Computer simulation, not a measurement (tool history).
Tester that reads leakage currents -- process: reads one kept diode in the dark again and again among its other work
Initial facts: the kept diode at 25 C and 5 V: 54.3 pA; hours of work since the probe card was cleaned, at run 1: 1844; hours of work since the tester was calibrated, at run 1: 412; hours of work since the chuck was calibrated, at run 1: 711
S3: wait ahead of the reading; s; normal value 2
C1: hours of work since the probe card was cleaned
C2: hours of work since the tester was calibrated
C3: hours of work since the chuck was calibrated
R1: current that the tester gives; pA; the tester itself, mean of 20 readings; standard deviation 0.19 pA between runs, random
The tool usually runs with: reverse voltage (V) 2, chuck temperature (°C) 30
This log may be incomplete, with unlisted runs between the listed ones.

Run 1, hour 0: usual settings; C1 1844; C2 412; C3 711. Result: R1 69.47 pA.
Run 2, hour 30.6: usual settings; C1 1863; C2 432; C3 730. Result: R1 69.35 pA.
Run 3, hour 51.4: usual settings; C1 1876; C2 445; C3 743. Result: R1 69.56 pA.
Run 4, hour 81.4: usual settings but chuck temperature (°C) 33; C1 1895; C2 464; C3 762. Result: R1 89.37 pA.
Run 5, hour 112.9: usual settings but chuck temperature (°C) 28; C1 1915; C2 484; C3 782. Result: R1 59.07 pA.
Run 6, hour 139.5: usual settings but chuck temperature (°C) 28; C1 1932; C2 500; C3 799. Result: R1 59.43 pA.
Run 7, hour 162.1: usual settings but chuck temperature (°C) 28; C1 1946; C2 514; C3 813. Result: R1 59.59 pA.
Run 8, hour 189.3: usual settings but chuck temperature (°C) 28; C1 1963; C2 532; C3 830. Result: R1 59.8 pA.
Run 9, hour 213.3: usual settings but chuck temperature (°C) 36; C1 1978; C2 547; C3 845. Result: R1 115.26 pA.
Run 10, hour 230.1: usual settings but chuck temperature (°C) 36, S3 5.1 s; C1 1989; C2 557; C3 856. Result: R1 115.47 pA.
Run 11, hour 256.9: usual settings; C1 2006; C2 574; C3 873. Result: R1 70.93 pA.
Run 12, hour 274.5: usual settings; C1 2017; C2 585; C3 884. Result: R1 71 pA.
Run 13, hour 303.2: usual settings; C1 2035; C2 603; C3 902. Result: R1 71.51 pA.
Run 14, hour 326.4: usual settings but S3 0.4 s; C1 2049; C2 618; C3 916. Result: R1 72.15 pA.
Run 15, hour 356.7: usual settings but reverse voltage (V) 5.64, S3 0.4 s; C1 2068; C2 637; C3 935. Result: R1 109.34 pA.
Run 16, hour 372: usual settings but reverse voltage (V) 7.49; C1 2078; C2 647; C3 945. Result: R1 120.66 pA.
Run 17, hour 393: usual settings but chuck temperature (°C) 34; C1 2091; C2 660; C3 958. Result: R1 99.86 pA.
Run 18, hour 422.5: usual settings but chuck temperature (°C) 34; C1 2110; C2 678; C3 977. Result: R1 100.49 pA.
Run 19, hour 451.7: usual settings but chuck temperature (°C) 49; C1 2128; C2 697; C3 995. Result: R1 327.12 pA.
Run 20, hour 478.8: usual settings but reverse voltage (V) 6.23; C1 2145; C2 714; C3 1012. Result: R1 113.35 pA.
At hour 491.2: chuck's temperature calibrated.
Run 21, hour 505.5: usual settings but reverse voltage (V) 9.8, chuck temperature (°C) 45, S3 1.39 s; C1 2161; C2 729; C3 9. Result: R1 381.18 pA.
Run 22, hour 529.3: usual settings but reverse voltage (V) 7.83, chuck temperature (°C) 60, S3 1.55 s; C1 2176; C2 744; C3 24. Result: R1 1061.06 pA.
Run 23, hour 556.3: usual settings but reverse voltage (V) 3.67, chuck temperature (°C) 23, S3 2.02 s; C1 2193; C2 761; C3 41. Result: R1 45.18 pA.
Run 24, hour 586.5: usual settings but S3 4.02 s; C1 2212; C2 781; C3 60. Result: R1 63.62 pA.
Run 25, hour 607.9: usual settings but reverse voltage (V) 8.08, chuck temperature (°C) 26, S3 0.7 s; C1 2225; C2 794; C3 73. Result: R1 82.18 pA.
Run 26, hour 638.2: usual settings but reverse voltage (V) 3.42, chuck temperature (°C) 42, S3 1.41 s; C1 2244; C2 813; C3 93. Result: R1 207.12 pA.
Run 27, hour 669: usual settings but reverse voltage (V) 15.52, chuck temperature (°C) 22, S3 0.3 s; C1 2264; C2 832; C3 112. Result: R1 89.89 pA.
Run 28, hour 689.9: usual settings but reverse voltage (V) 5.92, chuck temperature (°C) 28, S3 2.43 s; C1 2277; C2 846; C3 125. Result: R1 84.25 pA.

Expected results for the next run?
Run 29, hour 712.1: usual settings but reverse voltage (V) 5.92, chuck temperature (°C) 28, S3 2.43 s; C1 2291; C2 860; C3 139. Result: R1 ?.

Run 29 yielded R1 84.43 pA.
Take away the tool's hidden state, keep the run-to-run variation as it was, and the same run would have given R1 76.17 pA.
